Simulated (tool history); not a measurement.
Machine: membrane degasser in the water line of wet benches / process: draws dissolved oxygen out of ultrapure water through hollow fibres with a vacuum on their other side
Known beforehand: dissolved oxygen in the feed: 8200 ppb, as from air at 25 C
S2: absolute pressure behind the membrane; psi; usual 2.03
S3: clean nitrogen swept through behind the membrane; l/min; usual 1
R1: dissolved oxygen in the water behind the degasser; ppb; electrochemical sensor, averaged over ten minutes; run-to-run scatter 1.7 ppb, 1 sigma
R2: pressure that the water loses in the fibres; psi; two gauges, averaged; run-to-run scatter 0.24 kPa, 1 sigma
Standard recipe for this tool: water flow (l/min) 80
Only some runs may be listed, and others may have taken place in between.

{"run": 1, "day": 0.0, "water flow (l/min)": 80, "S2": 2.03, "S3": 1, "R1": 1292, "R2": 8.889}
{"run": 2, "day": 1.2, "water flow (l/min)": 80, "S2": 2.32, "S3": 1, "R1": 1496.7, "R2": 8.849}
{"run": 3, "day": 3.021, "water flow (l/min)": 80, "S2": 2.32, "S3": 1, "R1": 1497.1, "R2": 8.886}
{"run": 4, "day": 4.046, "water flow (l/min)": 80, "S2": 2.32, "S3": 1, "R1": 1500, "R2": 8.973}
{"run": 5, "day": 5.062, "water flow (l/min)": 80, "S2": 2.32, "S3": 1, "R1": 1496.1, "R2": 8.959}
{"run": 6, "day": 6.746, "water flow (l/min)": 80, "S2": 4.79, "S3": 1, "R1": 2918.7, "R2": 8.881}
{"run": 7, "day": 8.058, "water flow (l/min)": 80, "S2": 4.79, "S3": 1, "R1": 2916.1, "R2": 8.884}
{"run": 8, "day": 10.075, "water flow (l/min)": 80, "S2": 4.79, "S3": 1, "R1": 2919.8, "R2": 8.866}
{"run": 9, "day": 11.071, "water flow (l/min)": 80, "S2": 4.79, "S3": 1, "R1": 2913.3, "R2": 8.82}
{"run": 10, "day": 12.808, "water flow (l/min)": 80, "S2": 4.79, "S3": 1, "R1": 2921.6, "R2": 8.878}
{"run": 11, "day": 14.688, "water flow (l/min)": 62, "S2": 2.03, "S3": 1, "R1": 1097.9, "R2": 6.894}
{"run": 12, "day": 15.65, "water flow (l/min)": 62, "S2": 2.03, "S3": 1, "R1": 1094.6, "R2": 6.831}
{"run": 13, "day": 17.938, "water flow (l/min)": 62, "S2": 2.03, "S3": 1, "R1": 1097.5, "R2": 6.912}
{"run": 14, "day": 20.154, "water flow (l/min)": 70, "S2": 3.42, "S3": 1, "R1": 2035.2, "R2": 7.802}
{"day": 20.517, "done": "seals of the vacuum lines changed"}
{"run": 15, "day": 21.475, "water flow (l/min)": 80, "S2": 4.31, "S3": 2.85, "R1": 1369.6, "R2": 8.92}
{"run": 16, "day": 22.579, "water flow (l/min)": 80, "S2": 4.31, "S3": 2.85, "R1": 1364.9, "R2": 8.894}
{"run": 17, "day": 24.896, "water flow (l/min)": 78, "S2": 3.6, "S3": 1.19, "R1": 2043.3, "R2": 8.746}
{"run": 18, "day": 25.942, "water flow (l/min)": 78, "S2": 3.6, "S3": 1.19, "R1": 2046.5, "R2": 8.702}
{"run": 19, "day": 28.321, "water flow (l/min)": 78, "S2": 2.86, "S3": 2.82, "R1": 894.9, "R2": 8.757}
{"run": 20, "day": 29.35, "water flow (l/min)": 78, "S2": 2.86, "S3": 2.82, "R1": 895.3, "R2": 8.678}
{"run": 21, "day": 30.562, "water flow (l/min)": 78, "S2": 2.86, "S3": 2.82, "R1": 894.4, "R2": 8.695}
{"run": 22, "day": 31.542, "water flow (l/min)": 118, "S2": 2.6, "S3": 1.15, "R1": 1955.2, "R2": 13.171}
{"run": 23, "day": 33.142, "water flow (l/min)": 118, "S2": 2.6, "S3": 1.15, "R1": 1962.4, "R2": 13.178}
{"run": 24, "day": 34.254, "water flow (l/min)": 118, "S2": 2.6, "S3": 1.15, "R1": 1961.4, "R2": 13.182}

Consider 3 possible next runs. They are alternatives, not a sequence: every one starts from the tool as it was left by run 24. What does each give?
{"run": "A", "day": 35.871, "water flow (l/min)": 80, "S2": 4.63, "S3": 1, "R1": "?", "R2": "?"}
{"run": "B", "day": 35.871, "water flow (l/min)": 69, "S2": 1.9, "S3": 0.72, "R1": "?", "R2": "?"}
{"run": "C", "day": 35.871, "water flow (l/min)": 54, "S2": 1.65, "S3": 0.57, "R1": "?", "R2": "?"}

run=A R1=2850.1 R2=8.918
run=B R1=1337.2 R2=7.707
run=C R1=1121.7 R2=6.05
Stripped of hidden state, with their random variation kept, the same runs would have yielded:
run=A R1=2845.6 R2=8.852
run=B R1=1329.7 R2=7.651
run=C R1=1114.1 R2=6.005
